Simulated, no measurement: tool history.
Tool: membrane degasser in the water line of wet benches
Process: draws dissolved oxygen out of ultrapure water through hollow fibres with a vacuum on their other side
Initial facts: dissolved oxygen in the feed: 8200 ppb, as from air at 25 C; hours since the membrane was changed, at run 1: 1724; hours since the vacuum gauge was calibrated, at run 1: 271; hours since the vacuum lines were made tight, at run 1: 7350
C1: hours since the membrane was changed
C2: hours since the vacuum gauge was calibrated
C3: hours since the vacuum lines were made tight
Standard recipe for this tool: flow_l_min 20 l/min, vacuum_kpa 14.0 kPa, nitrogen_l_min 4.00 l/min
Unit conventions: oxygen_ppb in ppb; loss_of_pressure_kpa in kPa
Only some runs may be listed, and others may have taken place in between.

{"run": 1, "hour": 0.0, "flow_l_min": 20, "vacuum_kpa": 14.0, "nitrogen_l_min": 4.0, "C1": 1724, "C2": 271, "C3": 7350, "oxygen_ppb": 133.7, "loss_of_pressure_kpa": 35.9}
{"run": 2, "hour": 151.3, "flow_l_min": 20, "vacuum_kpa": 14.0, "nitrogen_l_min": 1.79, "C1": 1875, "C2": 422, "C3": 7501, "oxygen_ppb": 274.4, "loss_of_pressure_kpa": 35.71}
{"run": 3, "hour": 286.5, "flow_l_min": 26, "vacuum_kpa": 14.0, "nitrogen_l_min": 4.0, "C1": 2010, "C2": 557, "C3": 7637, "oxygen_ppb": 180.2, "loss_of_pressure_kpa": 46.53}
{"run": 4, "hour": 436.9, "flow_l_min": 26, "vacuum_kpa": 14.0, "nitrogen_l_min": 4.0, "C1": 2161, "C2": 708, "C3": 7787, "oxygen_ppb": 174.3, "loss_of_pressure_kpa": 46.58}
{"run": 5, "hour": 556.0, "flow_l_min": 29, "vacuum_kpa": 14.0, "nitrogen_l_min": 4.0, "C1": 2280, "C2": 827, "C3": 7906, "oxygen_ppb": 198.7, "loss_of_pressure_kpa": 51.6}
{"run": 6, "hour": 665.4, "flow_l_min": 29, "vacuum_kpa": 14.0, "nitrogen_l_min": 4.0, "C1": 2389, "C2": 936, "C3": 8016, "oxygen_ppb": 201.5, "loss_of_pressure_kpa": 51.34}
{"run": 7, "hour": 758.5, "flow_l_min": 29, "vacuum_kpa": 14.0, "nitrogen_l_min": 4.0, "C1": 2482, "C2": 1029, "C3": 8109, "oxygen_ppb": 199.7, "loss_of_pressure_kpa": 51.62}
{"run": 8, "hour": 849.7, "flow_l_min": 20, "vacuum_kpa": 14.0, "nitrogen_l_min": 4.0, "C1": 2574, "C2": 1121, "C3": 8200, "oxygen_ppb": 132.8, "loss_of_pressure_kpa": 35.59}
{"run": 9, "hour": 961.0, "flow_l_min": 20, "vacuum_kpa": 14.0, "nitrogen_l_min": 4.0, "C1": 2685, "C2": 1232, "C3": 8311, "oxygen_ppb": 131.1, "loss_of_pressure_kpa": 35.27}
{"run": 10, "hour": 1099.6, "flow_l_min": 20, "vacuum_kpa": 22.3, "nitrogen_l_min": 2.34, "C1": 2823, "C2": 1371, "C3": 8450, "oxygen_ppb": 374.6, "loss_of_pressure_kpa": 35.71}
{"run": 11, "hour": 1253.4, "flow_l_min": 20, "vacuum_kpa": 10.0, "nitrogen_l_min": 2.49, "C1": 2977, "C2": 1524, "C3": 8604, "oxygen_ppb": 134.1, "loss_of_pressure_kpa": 35.29}
{"run": 12, "hour": 1387.4, "flow_l_min": 20, "vacuum_kpa": 10.0, "nitrogen_l_min": 2.49, "C1": 3111, "C2": 1658, "C3": 8738, "oxygen_ppb": 132.8, "loss_of_pressure_kpa": 35.43}
{"run": 13, "hour": 1469.0, "flow_l_min": 13, "vacuum_kpa": 25.7, "nitrogen_l_min": 3.42, "C1": 3193, "C2": 1740, "C3": 8819, "oxygen_ppb": 205.9, "loss_of_pressure_kpa": 22.87}
{"run": 14, "hour": 1585.1, "flow_l_min": 16, "vacuum_kpa": 21.0, "nitrogen_l_min": 5.39, "C1": 3309, "C2": 1856, "C3": 8935, "oxygen_ppb": 130.6, "loss_of_pressure_kpa": 28.28}
{"run": 15, "hour": 1662.1, "flow_l_min": 16, "vacuum_kpa": 20.9, "nitrogen_l_min": 1.69, "C1": 3386, "C2": 1933, "C3": 9012, "oxygen_ppb": 387.1, "loss_of_pressure_kpa": 27.89}
{"run": 16, "hour": 1749.5, "flow_l_min": 31, "vacuum_kpa": 14.0, "nitrogen_l_min": 4.0, "C1": 3473, "C2": 2020, "C3": 9100, "oxygen_ppb": 216.1, "loss_of_pressure_kpa": 54.46}
{"run": 17, "hour": 1909.4, "flow_l_min": 25, "vacuum_kpa": 11.7, "nitrogen_l_min": 4.0, "C1": 3633, "C2": 2180, "C3": 9260, "oxygen_ppb": 133.5, "loss_of_pressure_kpa": 43.73}
{"run": 18, "hour": 1980.4, "flow_l_min": 25, "vacuum_kpa": 14.7, "nitrogen_l_min": 11.14, "C1": 3704, "C2": 2251, "C3": 9331, "oxygen_ppb": 74.6, "loss_of_pressure_kpa": 43.95}

Below are 4 alternative next runs, each starting from the tool's condition after run 18. Predict each:
{"run": "A", "hour": 2134.7, "flow_l_min": 20, "vacuum_kpa": 14.0, "nitrogen_l_min": 2.51, "C1": 3859, "C2": 2406, "C3": 9485, "oxygen_ppb": "?", "loss_of_pressure_kpa": "?"}
{"run": "B", "hour": 2134.7, "flow_l_min": 22, "vacuum_kpa": 15.5, "nitrogen_l_min": 5.1, "C1": 3859, "C2": 2406, "C3": 9485, "oxygen_ppb": "?", "loss_of_pressure_kpa": "?"}
{"run": "C", "hour": 2134.7, "flow_l_min": 15, "vacuum_kpa": 33.2, "nitrogen_l_min": 9.05, "C1": 3859, "C2": 2406, "C3": 9485, "oxygen_ppb": "?", "loss_of_pressure_kpa": "?"}
{"run": "D", "hour": 2134.7, "flow_l_min": 17, "vacuum_kpa": 19.4, "nitrogen_l_min": 5.91, "C1": 3859, "C2": 2406, "C3": 9485, "oxygen_ppb": "?", "loss_of_pressure_kpa": "?"}

run=A oxygen_ppb=205.7 loss_of_pressure_kpa=34.77
run=B oxygen_ppb=134.1 loss_of_pressure_kpa=38.15
run=C oxygen_ppb=123.0 loss_of_pressure_kpa=26.19
run=D oxygen_ppb=114.2 loss_of_pressure_kpa=29.63
With the hidden condition removed and each run's random variation left untouched, the same runs would have given:
run=A oxygen_ppb=205.6 loss_of_pressure_kpa=35.75
run=B oxygen_ppb=134.1 loss_of_pressure_kpa=39.22
run=C oxygen_ppb=122.9 loss_of_pressure_kpa=26.93
run=D oxygen_ppb=114.2 loss_of_pressure_kpa=30.46
